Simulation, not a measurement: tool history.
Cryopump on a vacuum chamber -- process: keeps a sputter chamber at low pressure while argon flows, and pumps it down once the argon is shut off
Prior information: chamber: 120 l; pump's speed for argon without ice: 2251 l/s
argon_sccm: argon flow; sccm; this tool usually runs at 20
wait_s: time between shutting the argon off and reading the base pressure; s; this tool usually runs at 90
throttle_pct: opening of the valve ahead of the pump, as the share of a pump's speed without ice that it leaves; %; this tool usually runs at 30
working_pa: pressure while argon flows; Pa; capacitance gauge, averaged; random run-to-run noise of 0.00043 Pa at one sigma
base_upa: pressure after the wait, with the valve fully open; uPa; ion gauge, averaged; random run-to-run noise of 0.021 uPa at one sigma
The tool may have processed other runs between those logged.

| run | hour | argon_sccm | wait_s | throttle_pct | working_pa | base_upa |
|---|---|---|---|---|---|---|
| 1 | 0 | 20 | 90 | 30 | 0.0506 | 0.69 |
| 2 | 17.2 | 20 | 90 | 30 | 0.052 | 0.72 |
| 3 | 37.6 | 20 | 90 | 30 | 0.0509 | 0.74 |
| 4 | 58 | 10 | 90 | 30 | 0.0256 | 0.76 |
| 5 | 73 | 15 | 90 | 30 | 0.0387 | 0.73 |
| 6 | 87.4 | 20 | 90 | 30 | 0.0513 | 0.74 |
| 7 | 104.8 | 20 | 90 | 30 | 0.0514 | 0.78 |
| 8 | 122.2 | 20 | 90 | 30 | 0.0517 | 0.78 |
| 9 | 137.3 | 20 | 90 | 30 | 0.0519 | 0.76 |
| 10 | 154.2 | 20 | 90 | 30 | 0.0518 | 0.8 |
| 11 | 164.6 | 20 | 90 | 30 | 0.0519 | 0.8 |
| 12 | 174.1 | 20 | 90 | 30 | 0.0518 | 0.79 |
| 13 | 185.4 | 20 | 40 | 30 | 0.0519 | 1.11 |
| 14 | 203.2 | 19 | 89 | 25 | 0.0583 | 0.84 |
| 15 | 212.3 | 8 | 220 | 30 | 0.0209 | 0.63 |
| 16 | 221.4 | 20 | 39 | 42 | 0.0382 | 1.16 |
| 17 | 233.9 | 17 | 90 | 19 | 0.0695 | 0.83 |
| 18 | 252.3 | 17 | 90 | 19 | 0.0692 | 0.86 |
| 19 | 265 | 18 | 74 | 59 | 0.0248 | 0.91 |
| 20 | 282.4 | 9 | 74 | 24 | 0.0284 | 0.87 |
| 21 | 301 | 26 | 118 | 20 | 0.1005 | 0.78 |
| 22 | 313.8 | 26 | 118 | 20 | 0.1008 | 0.81 |
| 23 | 322.4 | 10 | 294 | 57 | 0.0147 | 0.69 |
| 24 | 337.2 | 12 | 41 | 16 | 0.0573 | 1.15 |
| 25 | 356.3 | 8 | 218 | 20 | 0.0313 | 0.73 |
| 26 | 372.9 | 22 | 218 | 23 | 0.0744 | 0.76 |

Consider 4 possible next runs. They are alternatives, not a sequence: every one starts from the tool as it was left by run 26. What does each give?
| A | 391.1 | 12 | 21 | 38 | ? | ? |
| B | 391.1 | 22 | 256 | 31 | ? | ? |
| C | 391.1 | 8 | 90 | 30 | ? | ? |
| D | 391.1 | 31 | 208 | 16 | ? | ? |

| run | working_pa | base_upa |
|---|---|---|
| A | 0.0245 | 1.74 |
| B | 0.0561 | 0.73 |
| C | 0.0207 | 0.9 |
| D | 0.1488 | 0.76 |
What these runs would have given with no unlogged condition in the tool:
| run | working_pa | base_upa |
|---|---|---|
| A | 0.023 | 1.21 |
| B | 0.0535 | 0.22 |
| C | 0.0197 | 0.38 |
| D | 0.1451 | 0.24 |
